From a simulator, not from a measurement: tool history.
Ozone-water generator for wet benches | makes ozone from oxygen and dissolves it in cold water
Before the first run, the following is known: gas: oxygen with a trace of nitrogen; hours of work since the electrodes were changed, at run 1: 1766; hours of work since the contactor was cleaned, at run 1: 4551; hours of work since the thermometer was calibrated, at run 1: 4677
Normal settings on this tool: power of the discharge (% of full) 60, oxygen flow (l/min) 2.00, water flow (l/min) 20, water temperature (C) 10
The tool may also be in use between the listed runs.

run   hour  power of the discharge (% of full)  oxygen flow (l/min)  water flow (l/min)  water temperature (C)  hours of work since the electrodes were changed  hours of work since the contactor was cleaned  hours of work since the thermometer was calibrated  dissolved ozone (ppm)  ozone in the gas ahead of the water (g/m3)
  1    0.0                                  60                 2.00                  20                     10                                             1766                                           4551                                                4677                   10.4                                       165.8
  2   92.3                                  60                 2.00                  20                     10                                             1857                                           4642                                                4768                   10.4                                       165.6
  3  140.7                                  60                 2.00                  20                     10                                             1905                                           4690                                                4816                   10.3                                       166.1
     184.1  -- water thermometer calibrated
  4  204.1                                  60                 2.00                  20                     10                                             1967                                           4752                                                  20                   10.4                                       166.8
  5  294.1                                  60                 2.00                  20                     10                                             2056                                           4841                                                 109                   10.4                                       165.8
  6  386.4                                  60                 2.00                  20                     10                                             2148                                           4932                                                 200                   10.5                                       168.3
  7  437.1                                  60                 2.00                  20                     12                                             2198                                           4982                                                 250                   10.2                                       167.6
     469.3  -- contactor cleaned
  8  499.6                                  60                 2.00                  20                     13                                             2256                                             30                                                 308                   10.6                                       165.9
  9  574.3                                  60                 2.38                  20                      9                                             2329                                            104                                                 382                   10.7                                       150.4
 10  618.5                                  60                 1.47                  20                     10                                             2373                                            148                                                 426                    9.8                                       204.0
 11  699.3                                  59                 1.10                  18                     16                                             2453                                            227                                                 506                   10.0                                       241.0
 12  750.5                                  59                 1.10                  18                     16                                             2504                                            278                                                 556                    9.9                                       241.5
 13  843.4                                  48                 2.09                  20                     10                                             2596                                            370                                                 648                    8.7                                       134.5
 14  889.8                                  60                 2.00                  28                     11                                             2642                                            416                                                 694                    7.0                                       167.4
 15  943.0                                  60                 2.00                  28                     16                                             2694                                            468                                                 747                    6.7                                       168.9

Each row is a separate what-if for the run after 15, all from the same tool condition, not one after another. Results?
  A  1005.0                                  98                 2.78                  20                     10                                             2755                                            530                                                 808                      ?                                           ?
  B  1005.0                                  60                 2.00                  29                     10                                             2755                                            530                                                 808                      ?                                           ?
  C  1005.0                                  60                 2.00                  28                      6                                             2755                                            530                                                 808                      ?                                           ?
  D  1005.0                                  60                 2.00                  22                     10                                             2755                                            530                                                 808                      ?                                           ?
  E  1005.0                                  60                 2.00                  28                      8                                             2755                                            530                                                 808                      ?                                           ?

run  dissolved ozone (ppm)  ozone in the gas ahead of the water (g/m3)
  A                   16.9                                       212.7
  B                    6.8                                       169.4
  C                    7.0                                       168.4
  D                    9.2                                       170.3
  E                    7.1                                       170.7
Take away the tool's hidden state, keep each run's random variation, and the runs would have read:
run  dissolved ozone (ppm)  ozone in the gas ahead of the water (g/m3)
  A                   16.9                                       209.3
  B                    6.8                                       166.6
  C                    7.0                                       165.6
  D                    9.2                                       167.5
  E                    7.1                                       167.9
